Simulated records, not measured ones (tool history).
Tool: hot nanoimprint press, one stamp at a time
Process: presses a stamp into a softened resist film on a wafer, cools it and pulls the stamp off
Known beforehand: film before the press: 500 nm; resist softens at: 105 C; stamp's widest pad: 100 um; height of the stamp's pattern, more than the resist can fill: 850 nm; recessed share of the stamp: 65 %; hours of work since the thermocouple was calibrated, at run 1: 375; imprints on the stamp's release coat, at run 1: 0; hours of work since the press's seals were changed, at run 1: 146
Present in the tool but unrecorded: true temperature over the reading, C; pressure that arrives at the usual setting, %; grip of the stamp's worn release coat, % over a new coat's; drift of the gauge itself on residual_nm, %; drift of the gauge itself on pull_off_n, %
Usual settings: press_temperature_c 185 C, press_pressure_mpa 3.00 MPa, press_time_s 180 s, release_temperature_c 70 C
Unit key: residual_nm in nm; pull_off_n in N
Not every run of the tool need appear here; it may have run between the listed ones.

| run | hour | press_temperature_c | press_pressure_mpa | press_time_s | release_temperature_c | hours of work since the thermocouple was calibrated | imprints on the stamp's release coat | hours of work since the press's seals were changed | residual_nm | pull_off_n |
|---|---|---|---|---|---|---|---|---|---|---|
| 1 | 0.0 | 185 | 3.00 | 180 | 70 | 375 | 0 | 146 | 185.8 | 141 |
| 2 | 10.2 | 185 | 3.00 | 180 | 70 | 383 | 33 | 153 | 186.4 | 147 |
| 3 | 24.2 | 174 | 3.00 | 180 | 70 | 394 | 79 | 164 | 294.9 | 150 |
|  | 28.9 | plate thermocouple calibrated |
| 4 | 37.0 | 185 | 2.77 | 180 | 70 | 6 | 110 | 172 | 191.0 | 150 |
| 5 | 53.4 | 185 | 2.77 | 180 | 70 | 19 | 164 | 184 | 190.7 | 150 |
| 6 | 65.7 | 185 | 2.77 | 180 | 70 | 28 | 204 | 194 | 190.4 | 151 |
| 7 | 78.5 | 185 | 2.77 | 180 | 70 | 38 | 246 | 203 | 191.0 | 151 |
| 8 | 94.7 | 185 | 3.00 | 180 | 61 | 50 | 299 | 216 | 183.6 | 173 |
| 9 | 105.6 | 185 | 3.00 | 180 | 61 | 59 | 334 | 224 | 183.3 | 168 |
| 10 | 121.5 | 185 | 4.09 | 152 | 61 | 71 | 386 | 236 | 168.7 | 175 |
|  | 132.6 | plate thermocouple calibrated, once more |
| 11 | 135.5 | 185 | 4.09 | 152 | 61 | 2 | 422 | 245 | 174.8 | 174 |
| 12 | 150.8 | 185 | 4.09 | 131 | 60 | 14 | 472 | 256 | 185.5 | 174 |
| 13 | 170.0 | 185 | 4.09 | 131 | 60 | 29 | 534 | 271 | 185.0 | 181 |
| 14 | 188.3 | 185 | 4.09 | 131 | 60 | 43 | 594 | 285 | 185.2 | 184 |
| 15 | 201.3 | 185 | 2.63 | 180 | 57 | 52 | 636 | 295 | 200.7 | 193 |

Branching from run 15: 5 alternative next runs. What would each branch give?
| A | 218.8 | 189 | 2.56 | 96 | 70 | 66 | 693 | 308 | ? | ? |
| B | 218.8 | 185 | 2.20 | 163 | 70 | 66 | 693 | 308 | ? | ? |
| C | 218.8 | 196 | 3.60 | 180 | 70 | 66 | 693 | 308 | ? | ? |
| D | 218.8 | 185 | 3.00 | 224 | 56 | 66 | 693 | 308 | ? | ? |
| E | 218.8 | 185 | 3.17 | 180 | 73 | 66 | 693 | 308 | ? | ? |

| run | residual_nm | pull_off_n |
|---|---|---|
| A | 219.7 | 167 |
| B | 226.6 | 164 |
| C | 108.1 | 162 |
| D | 172.8 | 193 |
| E | 182.8 | 159 |
With the hidden condition removed and each run's random variation left untouched, the same runs would have given:
| run | residual_nm | pull_off_n |
|---|---|---|
| A | 221.0 | 148 |
| B | 228.3 | 146 |
| C | 108.2 | 144 |
| D | 173.8 | 171 |
| E | 183.7 | 141 |

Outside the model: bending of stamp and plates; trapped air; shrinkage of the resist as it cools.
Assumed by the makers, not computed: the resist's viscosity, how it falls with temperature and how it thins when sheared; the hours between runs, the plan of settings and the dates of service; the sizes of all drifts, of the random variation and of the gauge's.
